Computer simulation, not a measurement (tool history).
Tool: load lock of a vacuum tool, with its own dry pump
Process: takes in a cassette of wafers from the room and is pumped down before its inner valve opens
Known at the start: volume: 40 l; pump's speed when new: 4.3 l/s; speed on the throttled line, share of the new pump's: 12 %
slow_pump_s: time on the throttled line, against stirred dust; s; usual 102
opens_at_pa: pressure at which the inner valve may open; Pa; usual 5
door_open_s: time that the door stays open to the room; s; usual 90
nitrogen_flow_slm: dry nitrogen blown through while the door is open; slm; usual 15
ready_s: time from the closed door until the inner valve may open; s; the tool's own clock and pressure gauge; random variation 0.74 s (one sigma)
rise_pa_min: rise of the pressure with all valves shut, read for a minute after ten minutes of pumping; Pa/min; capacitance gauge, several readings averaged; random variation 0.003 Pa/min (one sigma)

run     hour  slow_pump_s  opens_at_pa  door_open_s  nitrogen_flow_slm  incoming humidity of the room's air, %  ready_s  rise_pa_min
  1      0.0          102            5           90                 15                                    46.3    187.7        0.073
  2    511.8          102            5          210                 15                                    44.7    188.2        0.109
  3   1112.8          102            5          210                 15                                    44.6    189.2        0.114
  4   1653.6          102            5           90                 38                                    43.7    190.1        0.062
  5   1962.0          102            5           90                 33                                    44.7    189.7        0.060
  6   2538.7          102            5           90                 15                                    47.3    188.5        0.093
  7   3024.6          102            5          105                 15                                    47.7    190.5        0.103
  8   3637.8          102            5           90                 15                                    42.4    191.9        0.093
  9   4050.3          102            5           90                 15                                    47.5    191.4        0.105
 10   4515.7          102            5           90                 15                                    41.6    191.5        0.092
 11   5123.0          106            5           90                 15                                    39.0    195.3        0.104
 12   5745.3          106            5           90                 15                                    45.0    195.9        0.105
 13   6294.2          106            5           90                 15                                    46.0    196.2        0.114
 14   6786.4          106            5           90                 15                                    41.6    198.3        0.114
 15   7259.3          102            5           90                 15                                    45.0    195.8        0.131
 16   7774.6          102            5           28                 15                                    44.7    193.1        0.107
 17   8348.9          102            5           28                 15                                    48.6    194.3        0.116
 18   8720.6          102            5           28                 15                                    43.4    195.4        0.115
 19   9090.9          102            5           28                 15                                    42.3    194.7        0.123
 20   9749.7          192            4          216                  7                                    46.6    277.0        0.225
 21  10408.4          105            5          116                 44                                    43.6    200.3        0.132
 22  10696.3           94            5           90                 15                                    43.6    190.3        0.156
 23  11008.6           65            5          206                 15                                    42.8    165.8        0.195
 24  11426.9          127            5           31                 15                                    46.1    217.9        0.141
 25  11901.3          127            5           31                 15                                    45.8    221.7        0.148
 26  12347.1          114            9           25                 15                                    47.1    202.9        0.156
     12620.0  -- door's seal changed, seat wiped
 27  12936.7          102            5           92                 10                                    40.6    199.1        0.053
 28  13443.1          160            9          130                 15                                    49.3    243.1        0.064
 29  13855.2          160            9          130                 15                                    41.9    244.1        0.058
 30  14508.6          178            9           65                 42                                    42.6    259.1        0.028
 31  14883.4           86            9           95                 12                                    47.2    180.2        0.065
 32  15464.4           59            5           95                 22                                    44.9    164.7        0.046
 33  15869.2           60            5           90                 15                                    46.3    166.0        0.058
 34  16463.3          107            5           90                 15                                    36.6    206.5        0.053
 35  16997.7          112            7          221                 10                                    45.2    208.6        0.120
 36  17340.2          112            7           76                 10                                    44.6    206.6        0.064
 37  17665.3          190            7           67                 16                                    49.4    273.7        0.055

4 ways to go on from here, each from the tool as it stands after run 37. What would each give?
     18124.3  -- dry pump taken out, an overhauled one fitted
  A  18171.0          113            7           90                 15                                    46.5        ?            ?
     18124.3  -- dry pump taken out, an overhauled one fitted
  B  18171.0          190           10           67                 22                                    41.6        ?            ?
     18124.3  -- dry pump taken out, an overhauled one fitted
  C  18171.0          190            7           67                 10                                    48.0        ?            ?
     18124.3  -- dry pump taken out, an overhauled one fitted
  D  18171.0           76            5           90                 15                                    46.2        ?            ?

run  ready_s  rise_pa_min
  A    189.4        0.070
  B    254.3        0.056
  C    257.2        0.067
  D    161.0        0.061
Without the tool's hidden state the same runs would have given:
run  ready_s  rise_pa_min
  A    190.2        0.050
  B    254.9        0.036
  C    257.9        0.047
  D    161.9        0.041
